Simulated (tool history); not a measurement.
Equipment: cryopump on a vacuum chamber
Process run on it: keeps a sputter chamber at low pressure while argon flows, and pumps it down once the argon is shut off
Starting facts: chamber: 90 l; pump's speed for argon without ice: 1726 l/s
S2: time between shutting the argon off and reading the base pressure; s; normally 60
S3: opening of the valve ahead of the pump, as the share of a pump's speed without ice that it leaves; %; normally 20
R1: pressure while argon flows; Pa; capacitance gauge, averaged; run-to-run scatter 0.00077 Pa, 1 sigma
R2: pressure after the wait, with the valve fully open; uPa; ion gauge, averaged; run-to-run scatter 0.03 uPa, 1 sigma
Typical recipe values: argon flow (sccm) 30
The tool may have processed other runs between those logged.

run 1 hour=0.0 | argon_flow_(sccm)=30 S2=60 S3=20 | R1=0.1570 R2=3.31
run 2 hour=62.7 | argon_flow_(sccm)=30 S2=60 S3=20 | R1=0.1589 R2=3.46
-- hour=109.8 pump warmed up, emptied and cooled again
run 3 hour=137.3 | argon_flow_(sccm)=30 S2=60 S3=20 | R1=0.1470 R2=2.91
run 4 hour=198.0 | argon_flow_(sccm)=30 S2=60 S3=20 | R1=0.1483 R2=2.87
run 5 hour=265.0 | argon_flow_(sccm)=30 S2=60 S3=20 | R1=0.1499 R2=3.01
run 6 hour=339.6 | argon_flow_(sccm)=30 S2=60 S3=20 | R1=0.1506 R2=3.19
run 7 hour=403.7 | argon_flow_(sccm)=30 S2=60 S3=20 | R1=0.1512 R2=3.22
run 8 hour=473.0 | argon_flow_(sccm)=30 S2=60 S3=49 | R1=0.0651 R2=3.29
run 9 hour=511.0 | argon_flow_(sccm)=23 S2=60 S3=20 | R1=0.1162 R2=3.26
run 10 hour=585.9 | argon_flow_(sccm)=23 S2=60 S3=20 | R1=0.1160 R2=3.39
run 11 hour=658.7 | argon_flow_(sccm)=23 S2=60 S3=20 | R1=0.1168 R2=3.38
run 12 hour=729.0 | argon_flow_(sccm)=23 S2=60 S3=20 | R1=0.1190 R2=3.42
run 13 hour=770.6 | argon_flow_(sccm)=23 S2=60 S3=20 | R1=0.1202 R2=3.58
run 14 hour=803.8 | argon_flow_(sccm)=23 S2=60 S3=20 | R1=0.1209 R2=3.56
run 15 hour=855.1 | argon_flow_(sccm)=23 S2=60 S3=20 | R1=0.1200 R2=3.73
run 16 hour=933.8 | argon_flow_(sccm)=30 S2=60 S3=20 | R1=0.1576 R2=3.85
run 17 hour=998.1 | argon_flow_(sccm)=30 S2=60 S3=20 | R1=0.1581 R2=3.89
run 18 hour=1040.3 | argon_flow_(sccm)=24 S2=58 S3=16 | R1=0.1549 R2=4.05
run 19 hour=1082.6 | argon_flow_(sccm)=24 S2=275 S3=16 | R1=0.1563 R2=3.00
run 20 hour=1121.2 | argon_flow_(sccm)=49 S2=60 S3=50 | R1=0.1183 R2=4.15
-- hour=1150.8 pump warmed up, emptied and cooled again
run 21 hour=1198.4 | argon_flow_(sccm)=30 S2=74 S3=32 | R1=0.0921 R2=3.11
run 22 hour=1242.7 | argon_flow_(sccm)=12 S2=74 S3=32 | R1=0.0369 R2=3.16
run 23 hour=1298.7 | argon_flow_(sccm)=12 S2=60 S3=32 | R1=0.0381 R2=3.45
run 24 hour=1332.1 | argon_flow_(sccm)=12 S2=60 S3=32 | R1=0.0382 R2=3.50
run 25 hour=1387.5 | argon_flow_(sccm)=26 S2=60 S3=30 | R1=0.0881 R2=3.55
run 26 hour=1464.3 | argon_flow_(sccm)=30 S2=199 S3=41 | R1=0.0750 R2=2.72
run 27 hour=1506.8 | argon_flow_(sccm)=30 S2=101 S3=25 | R1=0.1216 R2=3.11
run 28 hour=1578.0 | argon_flow_(sccm)=30 S2=101 S3=25 | R1=0.1228 R2=3.23
run 29 hour=1621.8 | argon_flow_(sccm)=47 S2=51 S3=19 | R1=0.2501 R2=4.20
run 30 hour=1701.1 | argon_flow_(sccm)=47 S2=51 S3=19 | R1=0.2511 R2=4.27
run 31 hour=1756.2 | argon_flow_(sccm)=30 S2=180 S3=52 | R1=0.0640 R2=3.18
-- hour=1796.1 leaking fittings of the chamber tightened, without venting
run 32 hour=1809.3 | argon_flow_(sccm)=44 S2=127 S3=20 | R1=0.2267 R2=0.90
run 33 hour=1871.0 | argon_flow_(sccm)=44 S2=127 S3=38 | R1=0.1270 R2=0.94

Selected run-to-run steps in R1, each split into two signed amounts: the part the tool would show with no hidden state at all (from settings, incoming material and random variation), and the remainder, which goes to the hidden state together with any gauge scatter not common to the measured and the hidden-state-free results:
Hidden state present: pump's speed, % of a pump's without ice; cold plate's temperature, K; leak into the chamber, uPa l/s; drift of the gauge itself on working_pa, %; drift of the gauge itself on base_upa, %.
Run 2 -> 3: pump warmed up, emptied and cooled again. R1 -0.0119 Pa: hidden state -0.0110, all else -0.0009.
Run 19 -> 20: argon flow (sccm) 24 -> 49, S2 275 -> 60, S3 16 -> 50. R1 -0.0380 Pa: hidden state +0.0120, all else -0.0500.
Run 20 -> 21: argon flow (sccm) 49 -> 30, S2 60 -> 74, S3 50 -> 32, pump warmed up, emptied and cooled again. R1 -0.0262 Pa: hidden state -0.0211, all else -0.0051.
Run 28 -> 29: argon flow (sccm) 30 -> 47, S2 101 -> 51, S3 25 -> 19. R1 +0.1273 Pa: hidden state +0.0037, all else +0.1236.
Run 30 -> 31: argon flow (sccm) 47 -> 30, S2 51 -> 180, S3 19 -> 52. R1 -0.1871 Pa: hidden state -0.0031, all else -0.1840.
Run 31 -> 32: argon flow (sccm) 30 -> 44, S2 180 -> 127, S3 52 -> 20, leaking fittings of the chamber tightened, without venting. R1 +0.1627 Pa: hidden state +0.0044, all else +0.1583.
